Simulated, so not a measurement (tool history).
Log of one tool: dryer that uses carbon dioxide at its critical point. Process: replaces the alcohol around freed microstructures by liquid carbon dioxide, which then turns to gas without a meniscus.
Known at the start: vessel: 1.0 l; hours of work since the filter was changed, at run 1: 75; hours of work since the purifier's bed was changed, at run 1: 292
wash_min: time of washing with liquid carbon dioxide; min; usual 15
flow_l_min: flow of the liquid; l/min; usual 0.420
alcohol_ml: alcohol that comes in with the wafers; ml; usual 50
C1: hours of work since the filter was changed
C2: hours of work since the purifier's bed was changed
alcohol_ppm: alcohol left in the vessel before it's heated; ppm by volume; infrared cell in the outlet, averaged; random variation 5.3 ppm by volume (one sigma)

run 1 day=0.000 | wash_min=15 flow_l_min=0.420 alcohol_ml=50 | C1=75 C2=292 | alcohol_ppm=251
run 2 day=2.654 | wash_min=15 flow_l_min=0.420 alcohol_ml=50 | C1=102 C2=319 | alcohol_ppm=267
run 3 day=4.721 | wash_min=15 flow_l_min=0.420 alcohol_ml=44 | C1=123 C2=340 | alcohol_ppm=264
run 4 day=6.233 | wash_min=14 flow_l_min=0.420 alcohol_ml=50 | C1=138 C2=355 | alcohol_ppm=372
run 5 day=7.779 | wash_min=15 flow_l_min=0.420 alcohol_ml=50 | C1=154 C2=371 | alcohol_ppm=310
run 6 day=9.917 | wash_min=15 flow_l_min=0.420 alcohol_ml=50 | C1=175 C2=393 | alcohol_ppm=332
run 7 day=12.921 | wash_min=15 flow_l_min=0.456 alcohol_ml=50 | C1=206 C2=423 | alcohol_ppm=298
run 8 day=14.396 | wash_min=15 flow_l_min=0.420 alcohol_ml=50 | C1=221 C2=438 | alcohol_ppm=358
run 9 day=15.792 | wash_min=15 flow_l_min=0.665 alcohol_ml=50 | C1=235 C2=452 | alcohol_ppm=181
run 10 day=18.588 | wash_min=15 flow_l_min=0.665 alcohol_ml=50 | C1=263 C2=480 | alcohol_ppm=213
run 11 day=19.962 | wash_min=21 flow_l_min=0.420 alcohol_ml=50 | C1=277 C2=494 | alcohol_ppm=214
-- day=20.525 inlet filter changed
run 12 day=22.650 | wash_min=11 flow_l_min=0.420 alcohol_ml=50 | C1=21 C2=521 | alcohol_ppm=824
run 13 day=25.112 | wash_min=11 flow_l_min=0.420 alcohol_ml=50 | C1=46 C2=546 | alcohol_ppm=863
run 14 day=27.942 | wash_min=11 flow_l_min=0.420 alcohol_ml=50 | C1=75 C2=575 | alcohol_ppm=875
run 15 day=29.788 | wash_min=11 flow_l_min=0.420 alcohol_ml=50 | C1=94 C2=593 | alcohol_ppm=940
run 16 day=31.642 | wash_min=15 flow_l_min=0.420 alcohol_ml=50 | C1=112 C2=612 | alcohol_ppm=386
-- day=33.633 purifier's bed changed
run 17 day=34.492 | wash_min=15 flow_l_min=0.420 alcohol_ml=91 | C1=140 C2=9 | alcohol_ppm=291
run 18 day=37.208 | wash_min=15 flow_l_min=0.420 alcohol_ml=50 | C1=167 C2=36 | alcohol_ppm=188
run 19 day=39.833 | wash_min=15 flow_l_min=0.420 alcohol_ml=50 | C1=194 C2=63 | alcohol_ppm=198
run 20 day=42.721 | wash_min=15 flow_l_min=0.340 alcohol_ml=50 | C1=223 C2=92 | alcohol_ppm=559
run 21 day=44.375 | wash_min=15 flow_l_min=0.340 alcohol_ml=50 | C1=240 C2=109 | alcohol_ppm=569
run 22 day=47.329 | wash_min=15 flow_l_min=0.340 alcohol_ml=50 | C1=270 C2=139 | alcohol_ppm=626
-- day=48.704 inlet filter changed
run 23 day=49.596 | wash_min=15 flow_l_min=0.341 alcohol_ml=33 | C1=9 C2=161 | alcohol_ppm=296
run 24 day=52.146 | wash_min=11 flow_l_min=0.415 alcohol_ml=33 | C1=35 C2=187 | alcohol_ppm=505
run 25 day=54.725 | wash_min=11 flow_l_min=0.493 alcohol_ml=57 | C1=61 C2=213 | alcohol_ppm=429
run 26 day=56.204 | wash_min=11 flow_l_min=0.493 alcohol_ml=57 | C1=76 C2=228 | alcohol_ppm=457
run 27 day=57.838 | wash_min=17 flow_l_min=0.394 alcohol_ml=86 | C1=92 C2=244 | alcohol_ppm=260
run 28 day=60.112 | wash_min=12 flow_l_min=0.347 alcohol_ml=50 | C1=115 C2=267 | alcohol_ppm=1170
run 29 day=62.825 | wash_min=10 flow_l_min=0.347 alcohol_ml=57 | C1=143 C2=295 | alcohol_ppm=2468
run 30 day=64.517 | wash_min=15 flow_l_min=0.307 alcohol_ml=22 | C1=160 C2=312 | alcohol_ppm=429
run 31 day=67.375 | wash_min=23 flow_l_min=0.342 alcohol_ml=30 | C1=189 C2=341 | alcohol_ppm=156
run 32 day=68.950 | wash_min=23 flow_l_min=0.342 alcohol_ml=30 | C1=205 C2=357 | alcohol_ppm=167
run 33 day=71.071 | wash_min=15 flow_l_min=0.378 alcohol_ml=48 | C1=226 C2=378 | alcohol_ppm=468
run 34 day=73.667 | wash_min=16 flow_l_min=0.378 alcohol_ml=48 | C1=253 C2=405 | alcohol_ppm=384
run 35 day=75.204 | wash_min=15 flow_l_min=0.310 alcohol_ml=83 | C1=268 C2=420 | alcohol_ppm=1538
-- day=76.754 inlet filter changed
run 36 day=78.304 | wash_min=19 flow_l_min=0.420 alcohol_ml=102 | C1=16 C2=451 | alcohol_ppm=228
run 37 day=80.421 | wash_min=19 flow_l_min=0.420 alcohol_ml=102 | C1=37 C2=472 | alcohol_ppm=245
run 38 day=82.758 | wash_min=21 flow_l_min=0.546 alcohol_ml=113 | C1=61 C2=496 | alcohol_ppm=192
run 39 day=84.429 | wash_min=20 flow_l_min=0.656 alcohol_ml=83 | C1=78 C2=513 | alcohol_ppm=195
run 40 day=87.467 | wash_min=15 flow_l_min=0.269 alcohol_ml=76 | C1=108 C2=544 | alcohol_ppm=1978
run 41 day=88.788 | wash_min=15 flow_l_min=0.497 alcohol_ml=42 | C1=122 C2=557 | alcohol_ppm=260
run 42 day=91.117 | wash_min=24 flow_l_min=0.254 alcohol_ml=42 | C1=145 C2=581 | alcohol_ppm=369
run 43 day=93.142 | wash_min=15 flow_l_min=0.640 alcohol_ml=53 | C1=166 C2=601 | alcohol_ppm=231

The same runs without the tool's hidden state, with the same run-to-run variation:
The hidden state here: flow that reaches the vessel past the clogged filter, %; alcohol in the recycled carbon dioxide, ppm; drift of the gauge itself on alcohol_ppm, %.
run=1 alcohol_ppm=122
run=2 alcohol_ppm=117
run=3 alcohol_ppm=110
run=4 alcohol_ppm=183
run=5 alcohol_ppm=125
run=6 alcohol_ppm=130
run=7 alcohol_ppm=90
run=8 alcohol_ppm=123
run=9 alcohol_ppm=2
run=10 alcohol_ppm=25
run=11 alcohol_ppm=17
run=12 alcohol_ppm=596
run=13 alcohol_ppm=602
run=14 alcohol_ppm=581
run=15 alcohol_ppm=606
run=16 alcohol_ppm=120
run=17 alcohol_ppm=211
run=18 alcohol_ppm=123
run=19 alcohol_ppm=113
run=20 alcohol_ppm=355
run=21 alcohol_ppm=348
run=22 alcohol_ppm=361
run=23 alcohol_ppm=234
run=24 alcohol_ppm=415
run=25 alcohol_ppm=314
run=26 alcohol_ppm=325
run=27 alcohol_ppm=141
run=28 alcohol_ppm=908
run=29 alcohol_ppm=1995
run=30 alcohol_ppm=244
run=31 alcohol_ppm=19
run=32 alcohol_ppm=21
run=33 alcohol_ppm=215
run=34 alcohol_ppm=143
run=35 alcohol_ppm=913
run=36 alcohol_ppm=56
run=37 alcohol_ppm=55
run=38 alcohol_ppm=5
run=39 alcohol_ppm=7
run=40 alcohol_ppm=1480
run=41 alcohol_ppm=40
run=42 alcohol_ppm=107
run=43 alcohol_ppm=3

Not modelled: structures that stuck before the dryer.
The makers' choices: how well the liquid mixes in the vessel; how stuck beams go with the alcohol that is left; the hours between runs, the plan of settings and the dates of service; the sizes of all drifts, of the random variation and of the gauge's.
